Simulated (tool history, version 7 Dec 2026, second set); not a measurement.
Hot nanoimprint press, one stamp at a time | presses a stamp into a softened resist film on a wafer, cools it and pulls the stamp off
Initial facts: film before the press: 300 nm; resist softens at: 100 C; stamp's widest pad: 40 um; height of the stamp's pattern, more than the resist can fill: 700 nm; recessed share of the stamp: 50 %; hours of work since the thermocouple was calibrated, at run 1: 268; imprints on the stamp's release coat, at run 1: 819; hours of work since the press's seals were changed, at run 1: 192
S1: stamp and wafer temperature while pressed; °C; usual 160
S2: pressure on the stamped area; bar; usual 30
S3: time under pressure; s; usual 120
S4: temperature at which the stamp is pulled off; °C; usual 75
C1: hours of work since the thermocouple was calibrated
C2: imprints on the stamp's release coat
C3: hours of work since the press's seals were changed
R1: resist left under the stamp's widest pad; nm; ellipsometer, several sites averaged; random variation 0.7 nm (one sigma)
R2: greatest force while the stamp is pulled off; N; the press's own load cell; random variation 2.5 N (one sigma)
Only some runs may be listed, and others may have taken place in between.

| run | hour | S1 | S2 | S3 | S4 | C1 | C2 | C3 | R1 | R2 |
|---|---|---|---|---|---|---|---|---|---|---|
| 1 | 0 | 160 | 30 | 120 | 75 | 268 | 819 | 192 | 139.3 | 118 |
| 2 | 40.2 | 160 | 30 | 90 | 75 | 298 | 910 | 221 | 155 | 124 |
|  | 122.6 | plate thermocouple calibrated |
|  | 128.6 | stamp cleaned and given a new release coat |
| 3 | 144.3 | 160 | 30 | 90 | 75 | 12 | 36 | 292 | 156.3 | 115 |
| 4 | 233.5 | 160 | 30 | 90 | 66 | 78 | 238 | 358 | 155.4 | 141 |
| 5 | 281.7 | 160 | 30 | 120 | 75 | 113 | 347 | 394 | 141.2 | 118 |
| 6 | 341.2 | 160 | 30 | 120 | 75 | 157 | 482 | 438 | 140.8 | 118 |
| 7 | 430.7 | 160 | 30 | 120 | 75 | 224 | 684 | 504 | 141.2 | 121 |
| 8 | 526 | 160 | 30 | 120 | 75 | 294 | 900 | 574 | 139.8 | 121 |
| 9 | 570.9 | 160 | 30 | 120 | 75 | 328 | 1002 | 608 | 139.2 | 116 |
|  | 606.8 | plate thermocouple calibrated |
|  | 612.8 | stamp cleaned and given a new release coat |
| 10 | 656.3 | 160 | 30 | 120 | 75 | 32 | 99 | 664 | 141.3 | 115 |
| 11 | 713.9 | 160 | 30 | 120 | 75 | 75 | 229 | 707 | 139.5 | 120 |
| 12 | 778.5 | 160 | 30 | 120 | 75 | 123 | 375 | 755 | 139.9 | 119 |
| 13 | 856 | 160 | 30 | 120 | 75 | 180 | 551 | 812 | 140.3 | 121 |
|  | 877.9 | press's hydraulic seals changed and the load cell set to zero |
| 14 | 918.5 | 160 | 30 | 120 | 60 | 220 | 674 | 30 | 139.9 | 172 |
| 15 | 959.4 | 160 | 30 | 120 | 75 | 251 | 767 | 60 | 139.6 | 123 |
| 16 | 1026.8 | 160 | 30 | 120 | 75 | 301 | 919 | 110 | 141.1 | 118 |
| 17 | 1091.2 | 160 | 25.9 | 136 | 75 | 348 | 1065 | 158 | 143.4 | 118 |
|  | 1098.6 | plate thermocouple calibrated |
|  | 1111.7 | stamp cleaned and given a new release coat |
| 18 | 1149.5 | 160 | 42.3 | 213 | 75 | 33 | 86 | 194 | 95.5 | 114 |
| 19 | 1242.1 | 149 | 30 | 118 | 75 | 102 | 295 | 263 | 233.1 | 118 |
| 20 | 1289.3 | 149 | 30 | 118 | 75 | 137 | 402 | 298 | 231.9 | 120 |
| 21 | 1379.6 | 151 | 30 | 118 | 67 | 204 | 606 | 365 | 217 | 141 |
| 22 | 1418.6 | 155 | 20.4 | 115 | 74 | 233 | 695 | 394 | 208.4 | 125 |
| 23 | 1498.5 | 150 | 40.6 | 115 | 64 | 292 | 876 | 453 | 207.8 | 157 |
|  | 1586.5 | plate thermocouple calibrated |
| 24 | 1588.9 | 150 | 40.6 | 115 | 64 | 2 | 1073 | 518 | 208.9 | 155 |
|  | 1601.9 | stamp cleaned and given a new release coat |
| 25 | 1678.3 | 150 | 40.6 | 115 | 64 | 64 | 173 | 579 | 210.4 | 149 |
| 26 | 1768 | 150 | 40.6 | 115 | 64 | 130 | 376 | 646 | 207.6 | 150 |
| 27 | 1845.3 | 150 | 40.6 | 115 | 64 | 187 | 551 | 703 | 207.3 | 151 |
| 28 | 1891.9 | 160 | 30 | 120 | 75 | 222 | 657 | 738 | 139.2 | 122 |
| 29 | 1958 | 170 | 21.7 | 99 | 67 | 271 | 806 | 787 | 104.9 | 145 |

3 ways to go on from here, each from the tool as it stands after run 29. What would each give?
|  | 2014.4 | press's hydraulic seals changed and the load cell set to zero |
| A | 2030.1 | 160 | 34 | 136 | 62 | 318 | 951 | 12 | ? | ? |
|  | 2014.4 | press's hydraulic seals changed and the load cell set to zero |
| B | 2030.1 | 160 | 30 | 120 | 77 | 318 | 951 | 12 | ? | ? |
|  | 2014.4 | press's hydraulic seals changed and the load cell set to zero |
| C | 2030.1 | 159 | 30 | 92 | 64 | 318 | 951 | 12 | ? | ? |

| run | R1 | R2 |
|---|---|---|
| A | 125.6 | 162 |
| B | 140.6 | 110 |
| C | 161.1 | 153 |
With no hidden state in the tool, these same runs would have given:
| run | R1 | R2 |
|---|---|---|
| A | 126.1 | 161 |
| B | 141.1 | 109 |
| C | 161.6 | 152 |
